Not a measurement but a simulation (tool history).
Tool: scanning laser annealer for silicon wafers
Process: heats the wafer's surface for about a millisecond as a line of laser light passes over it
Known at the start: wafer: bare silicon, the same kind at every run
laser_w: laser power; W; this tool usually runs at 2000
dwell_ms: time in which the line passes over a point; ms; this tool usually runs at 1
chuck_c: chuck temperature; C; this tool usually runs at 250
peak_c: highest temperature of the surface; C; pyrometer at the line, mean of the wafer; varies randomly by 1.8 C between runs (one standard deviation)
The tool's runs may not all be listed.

run	hour	laser_w	dwell_ms	chuck_c	peak_c
1	0	2000	1	250	941
2	16.5	2000	1	250	942
3	27.8	2000	1	250	943
4	44.6	2000	0.86	250	889
5	59.2	2000	0.86	250	888
6	73.9	1722	1	250	835
7	84.4	2000	0.95	250	922
8	91.9	1784	1	250	857
9	108.3	1784	1	250	855
10	124.2	1784	1	250	856
11	135.6	1995	1	250	938
12	144	1995	1	250	937
13	156.5	1995	1	250	934
14	167.2	1995	1	250	934
15	175.9	2000	1	250	938
# hour 179.9: laser's power meter calibrated
16	186.5	2000	1	246	936
17	202.3	2000	1	269	956
18	217.5	2000	1	269	953
19	231.5	2000	1	269	952
# hour 244.4: laser's power meter calibrated, once more
20	249.3	2040	1	250	950
21	264.2	2040	1	250	949
22	278.6	1949	1	280	945
23	290	1949	1	274	939
24	300.2	1988	1	250	925
25	316.5	1712	1	224	797
26	327.3	1810	0.76	260	784
27	342.7	2000	0.72	224	792
28	359.1	2164	1.14	234	1036
29	367.7	2164	0.71	240	853
30	381.8	1764	1.18	231	877
31	395.5	2000	0.82	239	848
32	410.3	1704	1.25	266	909
33	420.7	1704	1.25	266	905

Alternative continuations, all from the tool just after run 33; predict every row:
A	434.1	2117	1	289	?
B	434.1	1704	0.87	266	?
C	434.1	1704	1.05	266	?
D	434.1	2141	1.13	219	?

run	peak_c
A	1012
B	791
C	845
D	1001
Stripped of hidden state, with their random variation kept, the same runs would have yielded:
run	peak_c
A	1048
B	817
C	874
D	1040
